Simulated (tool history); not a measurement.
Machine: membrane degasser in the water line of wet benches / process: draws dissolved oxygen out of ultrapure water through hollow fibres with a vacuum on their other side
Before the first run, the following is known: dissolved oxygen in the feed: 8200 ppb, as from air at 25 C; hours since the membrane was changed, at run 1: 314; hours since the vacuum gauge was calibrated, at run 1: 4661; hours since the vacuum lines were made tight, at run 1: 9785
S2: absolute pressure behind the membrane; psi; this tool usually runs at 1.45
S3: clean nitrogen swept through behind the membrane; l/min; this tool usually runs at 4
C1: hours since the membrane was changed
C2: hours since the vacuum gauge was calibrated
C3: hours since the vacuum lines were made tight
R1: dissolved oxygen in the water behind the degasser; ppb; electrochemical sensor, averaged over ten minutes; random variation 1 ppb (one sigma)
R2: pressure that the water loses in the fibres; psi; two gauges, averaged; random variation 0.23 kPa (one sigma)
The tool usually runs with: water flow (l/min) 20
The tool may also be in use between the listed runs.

{"run": 1, "hour": 0.0, "water flow (l/min)": 20, "S2": 1.45, "S3": 4, "C1": 314, "C2": 4661, "C3": 9785, "R1": 97.7, "R2": 8.054}
{"run": 2, "hour": 50.1, "water flow (l/min)": 20, "S2": 2.38, "S3": 4, "C1": 364, "C2": 4711, "C3": 9835, "R1": 174.3, "R2": 8.115}
{"run": 3, "hour": 119.2, "water flow (l/min)": 20, "S2": 2.38, "S3": 4, "C1": 433, "C2": 4780, "C3": 9904, "R1": 171.1, "R2": 8.169}
{"run": 4, "hour": 206.3, "water flow (l/min)": 20, "S2": 1.6, "S3": 4, "C1": 520, "C2": 4867, "C3": 9991, "R1": 109.5, "R2": 8.203}
{"run": 5, "hour": 304.0, "water flow (l/min)": 20, "S2": 1.6, "S3": 4, "C1": 618, "C2": 4965, "C3": 10089, "R1": 108.8, "R2": 8.169}
{"run": 6, "hour": 400.4, "water flow (l/min)": 20, "S2": 1.45, "S3": 4, "C1": 714, "C2": 5061, "C3": 10185, "R1": 96.8, "R2": 8.161}
{"run": 7, "hour": 448.7, "water flow (l/min)": 20, "S2": 1.45, "S3": 4, "C1": 762, "C2": 5110, "C3": 10234, "R1": 96.7, "R2": 8.163}
{"run": 8, "hour": 537.9, "water flow (l/min)": 20, "S2": 3.58, "S3": 4, "C1": 852, "C2": 5199, "C3": 10323, "R1": 265.8, "R2": 8.247}
{"run": 9, "hour": 643.8, "water flow (l/min)": 20, "S2": 1.45, "S3": 4, "C1": 958, "C2": 5305, "C3": 10429, "R1": 100.4, "R2": 8.248}
{"run": 10, "hour": 700.1, "water flow (l/min)": 20, "S2": 1.45, "S3": 4, "C1": 1014, "C2": 5361, "C3": 10485, "R1": 97.7, "R2": 8.227}
{"run": 11, "hour": 758.5, "water flow (l/min)": 20, "S2": 1.45, "S3": 4, "C1": 1072, "C2": 5419, "C3": 10543, "R1": 97.9, "R2": 8.222}
{"run": 12, "hour": 860.3, "water flow (l/min)": 20, "S2": 1.45, "S3": 4, "C1": 1174, "C2": 5521, "C3": 10645, "R1": 97.6, "R2": 8.237}
{"run": 13, "hour": 953.0, "water flow (l/min)": 14, "S2": 1.45, "S3": 4, "C1": 1267, "C2": 5614, "C3": 10738, "R1": 64, "R2": 5.775}
{"run": 14, "hour": 1037.3, "water flow (l/min)": 20, "S2": 1.45, "S3": 4, "C1": 1351, "C2": 5698, "C3": 10822, "R1": 97.6, "R2": 8.206}
{"hour": 1053.4, "done": "vacuum gauge calibrated"}
{"run": 15, "hour": 1124.5, "water flow (l/min)": 20, "S2": 1.45, "S3": 4, "C1": 1438, "C2": 71, "C3": 10909, "R1": 99.2, "R2": 8.287}
{"run": 16, "hour": 1210.6, "water flow (l/min)": 16, "S2": 2.92, "S3": 4, "C1": 1524, "C2": 157, "C3": 10995, "R1": 169.4, "R2": 6.598}
{"run": 17, "hour": 1276.0, "water flow (l/min)": 20, "S2": 1.45, "S3": 5.02, "C1": 1589, "C2": 223, "C3": 11060, "R1": 79.7, "R2": 8.257}
{"run": 18, "hour": 1348.8, "water flow (l/min)": 13, "S2": 1.13, "S3": 1.94, "C1": 1662, "C2": 295, "C3": 11133, "R1": 78.5, "R2": 5.435}
{"run": 19, "hour": 1443.3, "water flow (l/min)": 17, "S2": 1.45, "S3": 4, "C1": 1756, "C2": 390, "C3": 11228, "R1": 81, "R2": 6.972}
{"run": 20, "hour": 1529.4, "water flow (l/min)": 29, "S2": 1.45, "S3": 10.15, "C1": 1843, "C2": 476, "C3": 11314, "R1": 86.7, "R2": 11.976}
{"run": 21, "hour": 1578.8, "water flow (l/min)": 29, "S2": 1.45, "S3": 10.15, "C1": 1892, "C2": 525, "C3": 11363, "R1": 87.6, "R2": 12.083}
{"run": 22, "hour": 1667.6, "water flow (l/min)": 14, "S2": 1.02, "S3": 4, "C1": 1981, "C2": 614, "C3": 11452, "R1": 37.8, "R2": 5.78}
{"run": 23, "hour": 1768.1, "water flow (l/min)": 20, "S2": 2.9, "S3": 3.61, "C1": 2081, "C2": 715, "C3": 11552, "R1": 233.2, "R2": 8.273}
{"run": 24, "hour": 1819.5, "water flow (l/min)": 20, "S2": 2.9, "S3": 3.61, "C1": 2133, "C2": 766, "C3": 11604, "R1": 236.7, "R2": 8.261}
{"run": 25, "hour": 1892.7, "water flow (l/min)": 18, "S2": 1.6, "S3": 2.02, "C1": 2206, "C2": 839, "C3": 11677, "R1": 176.3, "R2": 7.468}
{"run": 26, "hour": 1944.8, "water flow (l/min)": 19, "S2": 1.45, "S3": 4, "C1": 2258, "C2": 891, "C3": 11729, "R1": 91.5, "R2": 7.909}
{"run": 27, "hour": 1992.9, "water flow (l/min)": 25, "S2": 1.84, "S3": 6.26, "C1": 2306, "C2": 939, "C3": 11777, "R1": 120.2, "R2": 10.382}

Alternative continuations, all from the tool just after run 27; predict every row:
{"run": "A", "hour": 2066.0, "water flow (l/min)": 21, "S2": 2.64, "S3": 4.08, "C1": 2379, "C2": 1013, "C3": 11850, "R1": "?", "R2": "?"}
{"run": "B", "hour": 2066.0, "water flow (l/min)": 20, "S2": 2.92, "S3": 3.75, "C1": 2379, "C2": 1013, "C3": 11850, "R1": "?", "R2": "?"}
{"run": "C", "hour": 2066.0, "water flow (l/min)": 20, "S2": 3.39, "S3": 10.29, "C1": 2379, "C2": 1013, "C3": 11850, "R1": "?", "R2": "?"}
{"run": "D", "hour": 2066.0, "water flow (l/min)": 15, "S2": 2.48, "S3": 2.42, "C1": 2379, "C2": 1013, "C3": 11850, "R1": "?", "R2": "?"}
{"run": "E", "hour": 2066.0, "water flow (l/min)": 30, "S2": 1.45, "S3": 2.62, "C1": 2379, "C2": 1013, "C3": 11850, "R1": "?", "R2": "?"}

run=A R1=201.1 R2=8.765
run=B R1=227.4 R2=8.361
run=C R1=113.2 R2=8.359
run=D R1=205.2 R2=6.254
run=E R1=217.5 R2=12.436
What these runs would have given with no unlogged condition in the tool:
run=A R1=201 R2=8.588
run=B R1=227.4 R2=8.195
run=C R1=113.2 R2=8.19
run=D R1=205.1 R2=6.128
run=E R1=217.4 R2=12.185
